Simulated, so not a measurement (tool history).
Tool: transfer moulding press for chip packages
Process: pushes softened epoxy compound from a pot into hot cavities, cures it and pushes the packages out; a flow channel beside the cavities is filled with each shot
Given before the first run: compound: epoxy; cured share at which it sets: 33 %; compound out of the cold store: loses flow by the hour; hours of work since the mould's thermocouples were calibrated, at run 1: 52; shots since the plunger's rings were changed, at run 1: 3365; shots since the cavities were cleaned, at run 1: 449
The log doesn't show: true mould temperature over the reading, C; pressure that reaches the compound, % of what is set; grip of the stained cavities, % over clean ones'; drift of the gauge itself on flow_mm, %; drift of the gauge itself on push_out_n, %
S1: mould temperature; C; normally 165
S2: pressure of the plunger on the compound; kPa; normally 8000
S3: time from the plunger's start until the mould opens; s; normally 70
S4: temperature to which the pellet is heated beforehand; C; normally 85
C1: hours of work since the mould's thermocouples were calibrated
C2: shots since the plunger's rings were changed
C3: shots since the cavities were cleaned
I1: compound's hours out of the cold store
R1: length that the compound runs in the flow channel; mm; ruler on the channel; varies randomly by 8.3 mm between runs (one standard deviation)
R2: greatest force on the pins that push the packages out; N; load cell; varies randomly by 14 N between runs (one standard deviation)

run	hour	S1	S2	S3	S4	C1	C2	C3	I1	R1	R2
1	0.0	165	8000	70	85	52	3365	449	43.9	859	628
# hour 23.0: cavities cleaned with cleaning compound and waxed
# hour 72.3: plunger's sealing rings changed
# hour 86.8: cavities cleaned with cleaning compound and waxed
2	91.5	165	8000	70	85	91	197	52	24.3	914	616
# hour 150.1: cavities cleaned with cleaning compound and waxed
3	164.1	165	8000	70	85	124	986	156	23.4	930	617
# hour 211.5: cavities cleaned with cleaning compound and waxed
4	211.7	165	8000	70	85	145	1498	3	26.1	906	639
# hour 271.6: cavities cleaned with cleaning compound and waxed
5	297.6	165	8000	70	92	183	2434	289	22.1	925	655
# hour 335.0: cavities cleaned with cleaning compound and waxed
6	381.1	165	8000	70	92	221	3344	511	33.5	885	619
# hour 397.1: cavities cleaned with cleaning compound and waxed
7	429.9	165	7570	70	85	242	3869	364	27.3	885	635
# hour 455.3: plunger's sealing rings changed
# hour 462.4: cavities cleaned with cleaning compound and waxed
8	509.8	165	8000	70	85	277	587	526	43.6	851	625
# hour 526.5: cavities cleaned with cleaning compound and waxed
9	561.3	165	8000	70	85	300	1142	386	16.1	944	648
# hour 589.4: cavities cleaned with cleaning compound and waxed
# hour 650.9: cavities cleaned with cleaning compound and waxed
10	650.9	165	8000	70	95	339	2104	0	11.1	953	625
# hour 711.4: cavities cleaned with cleaning compound and waxed
11	711.4	165	8000	70	95	366	2759	0	19.0	917	634
# hour 775.9: cavities cleaned with cleaning compound and waxed
12	785.6	165	7200	70	85	400	3565	108	17.7	892	650
# hour 835.9: plunger's sealing rings changed
# hour 843.9: cavities cleaned with cleaning compound and waxed
13	867.3	165	7200	70	85	435	333	260	34.7	828	600
# hour 905.6: cavities cleaned with cleaning compound and waxed
14	905.6	162	6740	70	85	452	740	0	10.6	893	876
# hour 952.7: mould's thermocouples calibrated
# hour 971.7: cavities cleaned with cleaning compound and waxed
15	989.5	165	8600	70	87	16	1633	198	47.6	879	638
# hour 1035.9: cavities cleaned with cleaning compound and waxed
16	1071.2	163	8960	96	91	53	2522	391	37.0	945	464
# hour 1102.0: cavities cleaned with cleaning compound and waxed
17	1160.2	159	9530	60	82	93	3494	646	36.1	979	1486
# hour 1168.7: cavities cleaned with cleaning compound and waxed
18	1201.1	159	9530	60	82	111	3931	359	34.9	976	1442

Estimate the outcome of run 19 from the log above:
# hour 1218.3: plunger's sealing rings changed
# hour 1234.3: cavities cleaned with cleaning compound and waxed
19	1250.4	159	6960	60	90	131	340	179	36.4	?	?

Run 19 gave R1 847 mm, R2 1409 N.
With no hidden state in the tool, this same run would have given R1 847 mm, R2 1397 N.

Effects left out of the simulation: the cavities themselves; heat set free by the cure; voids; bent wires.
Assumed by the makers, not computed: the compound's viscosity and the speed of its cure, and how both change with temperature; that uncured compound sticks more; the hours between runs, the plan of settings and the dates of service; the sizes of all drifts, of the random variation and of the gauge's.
